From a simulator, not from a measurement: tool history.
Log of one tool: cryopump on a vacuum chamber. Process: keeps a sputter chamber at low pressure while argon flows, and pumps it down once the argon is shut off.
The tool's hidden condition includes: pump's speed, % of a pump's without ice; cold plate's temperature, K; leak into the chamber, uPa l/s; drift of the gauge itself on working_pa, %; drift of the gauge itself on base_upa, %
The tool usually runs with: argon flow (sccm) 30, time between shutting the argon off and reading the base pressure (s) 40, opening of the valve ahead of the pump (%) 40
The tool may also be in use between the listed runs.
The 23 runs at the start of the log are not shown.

run	hour	argon flow (sccm)	time between shutting the argon off and reading the base pressure (s)	opening of the valve ahead of the pump (%)	hours of work since the pump was warmed up and emptied	hours of work since the cold head was overhauled	hours of work since the chamber's fittings were tightened	pressure while argon flows (Pa)	pressure after the wait (uPa)
24	571.1	22	40	17	69	959	430	0.103	0.99
25	600.7	22	40	17	95	985	456	0.102	1.02
26	623.9	15	133	17	115	1006	477	0.0704	0.48
27	655.5	45	41	21	143	1034	505	0.1699	0.99
28	686.7	59	153	20	170	1061	532	0.235	0.41
29	702.4	22	44	20	184	1075	546	0.0866	0.98
30	717.3	20	24	23	197	1088	559	0.0688	1.57
31	734.3	20	24	23	212	1103	574	0.0699	1.59
32	757.9	20	24	23	233	1123	595	0.069	1.54
33	779.7	14	24	44	252	1143	614	0.0261	1.63

4 ways to go on from here, each from the tool as it stands after run 33. What would each give?
A	798.6	25	29	19	269	1159	630	?	?
B	798.6	14	58	44	269	1159	630	?	?
C	798.6	15	88	18	269	1159	630	?	?
D	798.6	15	236	31	269	1159	630	?	?

run	pressure while argon flows (Pa)	pressure after the wait (uPa)
A	0.1055	1.38
B	0.0254	0.8
C	0.0665	0.64
D	0.0389	0.44
Stripped of hidden state, with their random variation kept, the same runs would have yielded:
run	pressure while argon flows (Pa)	pressure after the wait (uPa)
A	0.1039	1.24
B	0.0245	0.65
C	0.0656	0.5
D	0.0379	0.29

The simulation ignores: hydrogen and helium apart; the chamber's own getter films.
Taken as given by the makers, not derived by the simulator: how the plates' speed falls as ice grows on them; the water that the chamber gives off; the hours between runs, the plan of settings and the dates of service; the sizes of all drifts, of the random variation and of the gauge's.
